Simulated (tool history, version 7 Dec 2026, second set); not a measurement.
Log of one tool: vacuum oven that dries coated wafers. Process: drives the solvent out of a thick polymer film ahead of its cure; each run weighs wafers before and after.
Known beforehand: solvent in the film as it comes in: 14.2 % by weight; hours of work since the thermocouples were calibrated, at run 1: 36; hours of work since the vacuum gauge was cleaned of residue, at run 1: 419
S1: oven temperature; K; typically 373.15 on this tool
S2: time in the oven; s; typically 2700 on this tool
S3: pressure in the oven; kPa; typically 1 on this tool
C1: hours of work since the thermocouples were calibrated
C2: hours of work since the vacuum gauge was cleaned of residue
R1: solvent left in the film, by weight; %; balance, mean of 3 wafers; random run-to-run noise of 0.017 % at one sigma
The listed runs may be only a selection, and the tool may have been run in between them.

{"run": 1, "day": 0.0, "S1": 373.15, "S2": 2700, "S3": 1, "C1": 36, "C2": 419, "R1": 1.88}
{"run": 2, "day": 1.308, "S1": 358.15, "S2": 2700, "S3": 1, "C1": 53, "C2": 436, "R1": 5.78}
{"run": 3, "day": 2.471, "S1": 358.15, "S2": 2700, "S3": 1, "C1": 68, "C2": 451, "R1": 5.75}
{"run": 4, "day": 3.638, "S1": 373.15, "S2": 2700, "S3": 0.61, "C1": 83, "C2": 466, "R1": 1.74}
{"run": 5, "day": 5.042, "S1": 373.15, "S2": 2700, "S3": 0.61, "C1": 101, "C2": 484, "R1": 1.75}
{"run": 6, "day": 6.258, "S1": 373.15, "S2": 2700, "S3": 0.61, "C1": 117, "C2": 500, "R1": 1.74}
{"run": 7, "day": 6.875, "S1": 373.15, "S2": 2700, "S3": 2.61, "C1": 125, "C2": 508, "R1": 2.79}
{"run": 8, "day": 7.612, "S1": 373.15, "S2": 2700, "S3": 2.61, "C1": 135, "C2": 518, "R1": 2.81}
{"run": 9, "day": 8.738, "S1": 373.15, "S2": 3900, "S3": 1, "C1": 150, "C2": 532, "R1": 1.13}
{"run": 10, "day": 9.858, "S1": 373.15, "S2": 2700, "S3": 1, "C1": 164, "C2": 547, "R1": 1.96}
{"run": 11, "day": 11.133, "S1": 373.15, "S2": 2700, "S3": 1, "C1": 181, "C2": 564, "R1": 1.97}
{"run": 12, "day": 12.454, "S1": 373.15, "S2": 2700, "S3": 1, "C1": 198, "C2": 581, "R1": 1.95}
{"run": 13, "day": 13.117, "S1": 373.15, "S2": 2700, "S3": 1, "C1": 206, "C2": 589, "R1": 1.95}
{"run": 14, "day": 13.817, "S1": 373.15, "S2": 4080, "S3": 1, "C1": 216, "C2": 598, "R1": 1.09}
{"run": 15, "day": 14.621, "S1": 373.15, "S2": 2700, "S3": 1, "C1": 226, "C2": 609, "R1": 1.97}
{"run": 16, "day": 15.754, "S1": 373.15, "S2": 2700, "S3": 1, "C1": 241, "C2": 624, "R1": 1.96}
{"run": 17, "day": 16.542, "S1": 360.15, "S2": 2700, "S3": 1, "C1": 251, "C2": 634, "R1": 5.24}
{"run": 18, "day": 17.758, "S1": 378.15, "S2": 2700, "S3": 1, "C1": 267, "C2": 650, "R1": 1.17}
{"run": 19, "day": 18.508, "S1": 373.15, "S2": 2700, "S3": 0.6, "C1": 277, "C2": 659, "R1": 1.77}
{"day": 18.679, "done": "oven's thermocouples calibrated"}
{"run": 20, "day": 19.754, "S1": 373.15, "S2": 2700, "S3": 0.6, "C1": 14, "C2": 675, "R1": 1.78}
{"run": 21, "day": 20.929, "S1": 373.15, "S2": 2700, "S3": 1, "C1": 29, "C2": 690, "R1": 1.99}
{"run": 22, "day": 21.617, "S1": 373.15, "S2": 2700, "S3": 1, "C1": 38, "C2": 699, "R1": 2.02}
{"run": 23, "day": 22.396, "S1": 373.15, "S2": 3960, "S3": 1, "C1": 48, "C2": 709, "R1": 1.18}
{"run": 24, "day": 23.625, "S1": 373.15, "S2": 3960, "S3": 1, "C1": 64, "C2": 725, "R1": 1.22}
{"day": 24.371, "done": "oven's thermocouples calibrated, once more"}
{"run": 25, "day": 24.529, "S1": 386.15, "S2": 1440, "S3": 3.14, "C1": 2, "C2": 736, "R1": 2.18}
{"run": 26, "day": 25.275, "S1": 386.15, "S2": 1440, "S3": 3.14, "C1": 12, "C2": 745, "R1": 2.18}
{"run": 27, "day": 26.125, "S1": 383.15, "S2": 2400, "S3": 0.66, "C1": 23, "C2": 756, "R1": 0.68}
{"run": 28, "day": 27.333, "S1": 383.15, "S2": 2400, "S3": 0.66, "C1": 39, "C2": 772, "R1": 0.69}
{"run": 29, "day": 28.225, "S1": 379.15, "S2": 1740, "S3": 0.59, "C1": 50, "C2": 784, "R1": 1.91}
{"run": 30, "day": 29.092, "S1": 373.15, "S2": 4080, "S3": 3.88, "C1": 61, "C2": 795, "R1": 2.8}
{"run": 31, "day": 29.717, "S1": 359.15, "S2": 3900, "S3": 1.13, "C1": 70, "C2": 803, "R1": 4.21}
{"run": 32, "day": 30.662, "S1": 359.15, "S2": 2940, "S3": 1.13, "C1": 82, "C2": 815, "R1": 5.31}
{"run": 33, "day": 31.333, "S1": 359.15, "S2": 2940, "S3": 1.13, "C1": 91, "C2": 824, "R1": 5.27}
{"run": 34, "day": 32.092, "S1": 359.15, "S2": 2940, "S3": 1.13, "C1": 100, "C2": 834, "R1": 5.28}
{"run": 35, "day": 33.462, "S1": 384.15, "S2": 2820, "S3": 2.52, "C1": 118, "C2": 852, "R1": 1.25}
{"run": 36, "day": 34.029, "S1": 367.15, "S2": 2460, "S3": 1, "C1": 126, "C2": 859, "R1": 3.69}
{"run": 37, "day": 35.175, "S1": 367.15, "S2": 2460, "S3": 1, "C1": 141, "C2": 874, "R1": 3.71}
{"run": 38, "day": 35.779, "S1": 373.15, "S2": 4620, "S3": 3.37, "C1": 148, "C2": 882, "R1": 2.38}
{"run": 39, "day": 36.946, "S1": 373.15, "S2": 4620, "S3": 3.37, "C1": 164, "C2": 897, "R1": 2.37}
{"run": 40, "day": 37.567, "S1": 373.15, "S2": 4620, "S3": 3.37, "C1": 172, "C2": 905, "R1": 2.35}
{"run": 41, "day": 38.408, "S1": 365.15, "S2": 2700, "S3": 2.64, "C1": 183, "C2": 916, "R1": 4.97}
{"run": 42, "day": 39.371, "S1": 365.15, "S2": 2700, "S3": 2.64, "C1": 195, "C2": 929, "R1": 4.92}
{"run": 43, "day": 40.325, "S1": 382.15, "S2": 3540, "S3": 2.59, "C1": 208, "C2": 941, "R1": 1.31}
{"run": 44, "day": 41.354, "S1": 382.15, "S2": 3540, "S3": 2.59, "C1": 221, "C2": 954, "R1": 1.32}
{"run": 45, "day": 42.212, "S1": 373.15, "S2": 3240, "S3": 1.34, "C1": 232, "C2": 966, "R1": 1.77}
{"run": 46, "day": 43.158, "S1": 373.15, "S2": 3660, "S3": 3.19, "C1": 244, "C2": 978, "R1": 2.58}
{"run": 47, "day": 44.383, "S1": 385.15, "S2": 2700, "S3": 0.83, "C1": 260, "C2": 994, "R1": 0.56}
{"run": 48, "day": 45.542, "S1": 388.15, "S2": 2280, "S3": 2.22, "C1": 275, "C2": 1009, "R1": 1.01}

3 options for the next run, each taken on its own from the tool as it stands now. Forecast them:
{"run": "A", "day": 46.662, "S1": 375.15, "S2": 2400, "S3": 0.9, "C1": 290, "C2": 1023, "R1": "?"}
{"run": "B", "day": 46.662, "S1": 370.15, "S2": 4680, "S3": 2.24, "C1": 290, "C2": 1023, "R1": "?"}
{"run": "C", "day": 46.662, "S1": 383.15, "S2": 2700, "S3": 1, "C1": 290, "C2": 1023, "R1": "?"}

run=A R1=1.93
run=B R1=2.11
run=C R1=0.71
The same runs, with their run-to-run variation unchanged, on a tool lacking any hidden condition would have given:
run=A R1=1.78
run=B R1=1.96
run=C R1=0.62
